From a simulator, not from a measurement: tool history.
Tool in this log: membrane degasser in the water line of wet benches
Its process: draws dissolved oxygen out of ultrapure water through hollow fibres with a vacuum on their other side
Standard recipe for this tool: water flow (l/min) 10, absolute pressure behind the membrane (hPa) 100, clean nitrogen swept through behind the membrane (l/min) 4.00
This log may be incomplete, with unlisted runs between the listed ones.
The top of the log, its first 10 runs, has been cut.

| run | day | water flow (l/min) | absolute pressure behind the membrane (hPa) | clean nitrogen swept through behind the membrane (l/min) | dissolved oxygen in the water behind the degasser (ppb) | pressure that the water loses in the fibres (hPa) |
|---|---|---|---|---|---|---|
| 11 | 14.554 | 10 | 100 | 4.00 | 44.7 | 442.2 |
| 12 | 15.767 | 10 | 100 | 4.00 | 43.3 | 437.5 |
| 13 | 17.454 | 10 | 100 | 4.00 | 44.0 | 443.0 |
| 14 | 18.371 | 10 | 100 | 11.11 | 17.2 | 442.6 |
| 15 | 19.496 | 10 | 100 | 2.71 | 63.8 | 440.4 |
| 16 | 21.192 | 10 | 100 | 4.00 | 44.2 | 442.6 |
| 17 | 22.358 | 10 | 100 | 4.00 | 44.3 | 440.7 |
| 18 | 24.100 | 10 | 62 | 6.83 | 13.3 | 440.0 |
| 19 | 26.017 | 10 | 62 | 6.83 | 12.5 | 440.3 |
| 20 | 27.967 | 12 | 110 | 7.60 | 34.9 | 527.7 |
| 21 | 29.542 | 12 | 110 | 7.60 | 34.8 | 526.9 |
| 22 | 30.704 | 6 | 114 | 4.00 | 30.8 | 265.0 |
| 23 | 32.433 | 6 | 114 | 4.00 | 30.7 | 263.7 |
| 24 | 34.142 | 10 | 68 | 6.42 | 16.4 | 441.3 |
| 25 | 36.067 | 10 | 68 | 6.42 | 15.8 | 441.9 |
| 26 | 37.650 | 10 | 126 | 4.00 | 59.3 | 441.9 |
| 27 | 39.254 | 10 | 199 | 11.30 | 39.1 | 440.5 |
| 28 | 40.275 | 16 | 199 | 11.30 | 75.6 | 707.5 |
| 29 | 41.454 | 16 | 199 | 11.30 | 76.3 | 708.5 |
| 30 | 42.929 | 11 | 115 | 3.82 | 61.4 | 483.0 |
| 31 | 44.008 | 11 | 115 | 3.82 | 60.8 | 489.2 |
| 32 | 45.071 | 14 | 100 | 7.10 | 42.9 | 617.5 |
| 33 | 46.904 | 14 | 100 | 7.10 | 43.9 | 615.6 |

Branching from run 33: 3 alternative next runs. What would each branch give?
| A | 48.312 | 8 | 100 | 7.60 | ? | ? |
| B | 48.312 | 14 | 138 | 7.10 | ? | ? |
| C | 48.312 | 10 | 246 | 2.27 | ? | ? |

| run | dissolved oxygen in the water behind the degasser (ppb) | pressure that the water loses in the fibres (hPa) |
|---|---|---|
| A | 18.8 | 353.2 |
| B | 61.3 | 622.0 |
| C | 225.3 | 439.3 |
With no hidden state in the tool, these same runs would have given:
| run | dissolved oxygen in the water behind the degasser (ppb) | pressure that the water loses in the fibres (hPa) |
|---|---|---|
| A | 18.8 | 353.1 |
| B | 61.3 | 621.9 |
| C | 225.3 | 439.2 |
